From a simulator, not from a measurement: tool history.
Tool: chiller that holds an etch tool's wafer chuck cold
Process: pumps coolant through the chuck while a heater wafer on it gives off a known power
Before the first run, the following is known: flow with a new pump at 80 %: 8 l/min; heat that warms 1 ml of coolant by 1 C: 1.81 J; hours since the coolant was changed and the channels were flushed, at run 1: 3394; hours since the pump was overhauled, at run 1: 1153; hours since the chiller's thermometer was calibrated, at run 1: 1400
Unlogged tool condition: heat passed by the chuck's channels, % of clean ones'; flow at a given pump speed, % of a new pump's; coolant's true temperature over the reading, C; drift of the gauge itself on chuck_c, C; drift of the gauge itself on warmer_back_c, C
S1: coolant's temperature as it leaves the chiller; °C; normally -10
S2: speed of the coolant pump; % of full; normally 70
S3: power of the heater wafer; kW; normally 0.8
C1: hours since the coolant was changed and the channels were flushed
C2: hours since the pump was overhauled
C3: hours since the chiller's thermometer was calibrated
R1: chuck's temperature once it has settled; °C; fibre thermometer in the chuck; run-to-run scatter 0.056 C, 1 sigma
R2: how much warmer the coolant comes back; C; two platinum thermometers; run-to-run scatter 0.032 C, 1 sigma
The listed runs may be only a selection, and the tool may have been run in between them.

run     day   S1  S2     S3    C1    C2    C3      R1    R2
  1       0  -10  70    0.8  3394  1153  1400   -3.11  3.86
  2   4.517  -10  70    0.8  3502  1262  1508   -3.11   3.9
  3  10.954  -10  99    0.8  3657  1416  1663   -4.62   2.8
  4  15.154  -10  92    0.8  3757  1517  1763   -4.36  2.95
  5  20.758  -10  70    0.8  3892  1651  1898   -3.03  3.93
     21.421  -- chiller's thermometer calibrated
  6  25.971  -10  70    0.8  4016  1775   109   -3.02  3.92
  7  30.088  -20  70    0.8  4115  1874   208  -13.06  3.89
  8  35.033  -15  66  0.827  4233  1993   327   -7.56  4.36

Expected results for the next run?
  9  38.012  -10  82  0.8  4305  2064  398   ?   ?

R1: -3.92 °C
R2: 3.46 C
Minus the tool's unlogged condition, the same run would have read R1 -4.2 °C, R2 3.32 C.
